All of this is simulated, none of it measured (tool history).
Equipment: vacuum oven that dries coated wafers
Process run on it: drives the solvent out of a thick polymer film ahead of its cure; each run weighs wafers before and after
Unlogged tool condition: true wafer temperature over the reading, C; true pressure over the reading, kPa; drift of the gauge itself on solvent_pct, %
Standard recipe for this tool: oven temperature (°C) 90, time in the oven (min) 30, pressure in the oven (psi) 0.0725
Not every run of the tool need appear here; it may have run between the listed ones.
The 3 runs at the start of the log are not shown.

| run | hour | oven temperature (°C) | time in the oven (min) | pressure in the oven (psi) | hours of work since the thermocouples were calibrated | hours of work since the vacuum gauge was cleaned of residue | solvent left in the film (%) |
|---|---|---|---|---|---|---|---|
| 4 | 24.9 | 90 | 30 | 0.0551 | 762 | 215 | 2.04 |
| 5 | 32.8 | 90 | 30 | 0.0725 | 766 | 219 | 2.12 |
| 6 | 41.4 | 90 | 30 | 0.0725 | 770 | 223 | 2.09 |
|  | 51.5 | oven's thermocouples calibrated |
| 7 | 51.5 | 90 | 31 | 0.0725 | 0 | 227 | 2.18 |
| 8 | 60.5 | 103 | 30 | 0.0725 | 4 | 232 | 0.74 |
| 9 | 68.3 | 103 | 30 | 0.0725 | 8 | 235 | 0.73 |
| 10 | 75.1 | 103 | 30 | 0.0725 | 11 | 239 | 0.74 |
| 11 | 86.6 | 103 | 30 | 0.0725 | 17 | 244 | 0.72 |
| 12 | 97.9 | 103 | 30 | 0.0725 | 22 | 250 | 0.75 |
| 13 | 108.1 | 103 | 30 | 0.0725 | 27 | 255 | 0.71 |
| 14 | 116.5 | 103 | 30 | 0.1308 | 31 | 259 | 0.87 |
| 15 | 123.4 | 103 | 30 | 0.1308 | 35 | 262 | 0.89 |
| 16 | 131.6 | 103 | 30 | 0.1308 | 39 | 266 | 0.88 |
| 17 | 142.1 | 90 | 30 | 0.0725 | 44 | 271 | 2.27 |
| 18 | 149.6 | 90 | 30 | 0.0725 | 47 | 275 | 2.32 |
| 19 | 157.2 | 90 | 30 | 0.0725 | 51 | 278 | 2.28 |
| 20 | 169.3 | 90 | 30 | 0.0725 | 57 | 284 | 2.29 |
| 21 | 180.7 | 90 | 27 | 0.0725 | 62 | 290 | 2.73 |
| 22 | 187.1 | 90 | 34 | 0.0725 | 65 | 293 | 1.84 |
| 23 | 197.4 | 90 | 34 | 0.0725 | 70 | 298 | 1.83 |
| 24 | 209.4 | 90 | 34 | 0.0725 | 76 | 304 | 1.85 |
| 25 | 216.8 | 90 | 30 | 0.0705 | 80 | 307 | 2.28 |

Predict the results of run 26:
| 26 | 223.2 | 90 | 30 | 0.0705 | 83 | 310 | ? |

solvent left in the film (%): 2.29
Were there no unlogged condition in the tool, this run, its random variation unchanged, would have produced solvent left in the film (%) 2.28.
